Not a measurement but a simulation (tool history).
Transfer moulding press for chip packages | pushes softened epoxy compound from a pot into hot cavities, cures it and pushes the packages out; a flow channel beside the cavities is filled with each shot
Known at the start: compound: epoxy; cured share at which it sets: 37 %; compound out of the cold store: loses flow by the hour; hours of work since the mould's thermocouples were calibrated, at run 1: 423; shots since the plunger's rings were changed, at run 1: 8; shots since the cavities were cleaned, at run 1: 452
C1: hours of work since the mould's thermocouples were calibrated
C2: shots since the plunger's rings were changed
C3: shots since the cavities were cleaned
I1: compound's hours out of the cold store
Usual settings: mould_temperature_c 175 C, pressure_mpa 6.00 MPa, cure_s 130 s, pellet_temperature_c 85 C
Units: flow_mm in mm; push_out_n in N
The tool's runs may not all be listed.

Run 1, day 0.000: usual settings; C1 423; C2 8; C3 452; I1 19.6. Result: flow_mm 942 mm, push_out_n 1160 N.
Run 2, day 1.283: usual settings but cure_s 163 s; C1 447; C2 335; C3 779; I1 18.6. Result: flow_mm 945 mm, push_out_n 915 N.
At day 1.779: cavities cleaned with cleaning compound and waxed.
Run 3, day 2.921: usual settings; C1 476; C2 736; C3 291; I1 24.3. Result: flow_mm 924 mm, push_out_n 1070 N.
At day 5.404: cavities cleaned with cleaning compound and waxed.
Run 4, day 5.404: usual settings; C1 522; C2 1352; C3 0; I1 41.6. Result: flow_mm 887 mm, push_out_n 665 N.
Run 5, day 7.108: usual settings but cure_s 151 s; C1 554; C2 1786; C3 434; I1 34.5. Result: flow_mm 895 mm, push_out_n 909 N.
At day 8.992: cavities cleaned with cleaning compound and waxed.
Run 6, day 9.142: usual settings but cure_s 151 s; C1 591; C2 2288; C3 38; I1 23.0. Result: flow_mm 925 mm, push_out_n 604 N.
Run 7, day 11.029: usual settings but cure_s 151 s; C1 626; C2 2768; C3 518; I1 30.8. Result: flow_mm 901 mm, push_out_n 951 N.
At day 12.558: cavities cleaned with cleaning compound and waxed.
Run 8, day 12.558: usual settings but cure_s 151 s; C1 654; C2 3142; C3 0; I1 8.4. Result: flow_mm 954 mm, push_out_n 566 N.
At day 13.708: plunger's sealing rings changed.
Run 9, day 14.300: usual settings but cure_s 151 s; C1 685; C2 150; C3 416; I1 41.8. Result: flow_mm 900 mm, push_out_n 872 N.
Run 10, day 16.021: usual settings but cure_s 151 s; C1 717; C2 588; C3 854; I1 27.7. Result: flow_mm 929 mm, push_out_n 1011 N.
At day 16.246: cavities cleaned with cleaning compound and waxed.
Run 11, day 18.267: usual settings but cure_s 151 s; C1 758; C2 1145; C3 514; I1 40.4. Result: flow_mm 895 mm, push_out_n 961 N.
At day 19.883: cavities cleaned with cleaning compound and waxed.
Run 12, day 20.154: usual settings but cure_s 151 s; C1 793; C2 1610; C3 70; I1 46.3. Result: flow_mm 876 mm, push_out_n 649 N.
Run 13, day 21.200: usual settings but cure_s 151 s; C1 812; C2 1876; C3 336; I1 25.0. Result: flow_mm 925 mm, push_out_n 875 N.
Run 14, day 22.262: usual settings but cure_s 151 s; C1 832; C2 2146; C3 606; I1 42.9. Result: flow_mm 886 mm, push_out_n 994 N.
At day 23.471: cavities cleaned with cleaning compound and waxed.
Run 15, day 23.588: usual settings but cure_s 151 s; C1 856; C2 2467; C3 29; I1 10.3. Result: flow_mm 959 mm, push_out_n 584 N.
At day 24.875: mould's thermocouples calibrated.
Run 16, day 24.875: usual settings but cure_s 151 s; C1 0; C2 2774; C3 336; I1 41.3. Result: flow_mm 859 mm, push_out_n 800 N.
Run 17, day 26.754: usual settings but cure_s 142 s; C1 35; C2 3253; C3 815; I1 14.1. Result: flow_mm 932 mm, push_out_n 1059 N.
At day 27.225: cavities cleaned with cleaning compound and waxed.
At day 27.512: plunger's sealing rings changed.
Run 18, day 28.650: usual settings but cure_s 142 s; C1 68; C2 290; C3 337; I1 27.2. Result: flow_mm 918 mm, push_out_n 872 N.
Run 19, day 29.688: usual settings but cure_s 142 s; C1 87; C2 554; C3 601; I1 37.4. Result: flow_mm 895 mm, push_out_n 968 N.
At day 30.929: cavities cleaned with cleaning compound and waxed.
Run 20, day 31.442: usual settings but cure_s 142 s; C1 119; C2 985; C3 131; I1 8.8. Result: flow_mm 959 mm, push_out_n 732 N.
Run 21, day 32.921: usual settings but cure_s 142 s; C1 147; C2 1361; C3 507; I1 19.6. Result: flow_mm 931 mm, push_out_n 958 N.
Run 22, day 34.150: usual settings but pressure_mpa 5.96 MPa, cure_s 137 s; C1 170; C2 1674; C3 820; I1 40.4. Result: flow_mm 880 mm, push_out_n 1072 N.
At day 34.504: cavities cleaned with cleaning compound and waxed.
Run 23, day 35.838: usual settings but pressure_mpa 5.96 MPa, cure_s 137 s; C1 201; C2 2088; C3 340; I1 30.3. Result: flow_mm 901 mm, push_out_n 919 N.
Run 24, day 37.629: usual settings but pressure_mpa 6.62 MPa, cure_s 134 s, pellet_temperature_c 90 C; C1 234; C2 2544; C3 796; I1 30.2. Result: flow_mm 947 mm, push_out_n 1115 N.
At day 38.075: cavities cleaned with cleaning compound and waxed.
Run 25, day 39.579: usual settings but mould_temperature_c 181 C, pressure_mpa 6.62 MPa, cure_s 128 s, pellet_temperature_c 90 C; C1 270; C2 3024; C3 383; I1 8.3. Result: flow_mm 963 mm, push_out_n 830 N.
At day 41.229: plunger's sealing rings changed.
Run 26, day 41.425: usual settings but cure_s 120 s; C1 303; C2 50; C3 827; I1 19.2. Result: flow_mm 945 mm, push_out_n 1444 N.
At day 41.825: cavities cleaned with cleaning compound and waxed.
Run 27, day 43.754: usual settings but cure_s 120 s; C1 345; C2 627; C3 491; I1 45.4. Result: flow_mm 883 mm, push_out_n 1273 N.
At day 45.521: cavities cleaned with cleaning compound and waxed.
Run 28, day 46.162: usual settings but mould_temperature_c 171 C, pressure_mpa 6.85 MPa, cure_s 110 s; C1 389; C2 1224; C3 164; I1 27.3. Result: flow_mm 1007 mm, push_out_n 1730 N.

Some steps in flow_mm between neighbouring runs. How much of each would the tool show without its hidden state too (settings, what came in, random variation), and how much is left for the hidden state, with any gauge scatter that isn't in both results?
The hidden state here: true mould temperature over the reading, C; pressure that reaches the compound, % of what is set; grip of the stained cavities, % over clean ones'; drift of the gauge itself on flow_mm, %; drift of the gauge itself on push_out_n, %.
Run 8 -> 9: plunger's sealing rings changed. flow_mm -54 mm: hidden state +25, all else -79.
Run 15 -> 16: mould's thermocouples calibrated. flow_mm -100 mm: hidden state -14, all else -86.
Run 25 -> 26: mould_temperature_c 181 -> 175, pressure_mpa 6.62 -> 6.00, cure_s 128 -> 120, pellet_temperature_c 90 -> 85, plunger's sealing rings changed. flow_mm -18 mm: hidden state +28, all else -46.
Run 27 -> 28: mould_temperature_c 175 -> 171, pressure_mpa 6.00 -> 6.85, cure_s 120 -> 110, cavities cleaned with cleaning compound and waxed. flow_mm +124 mm: hidden state -4, all else +128.
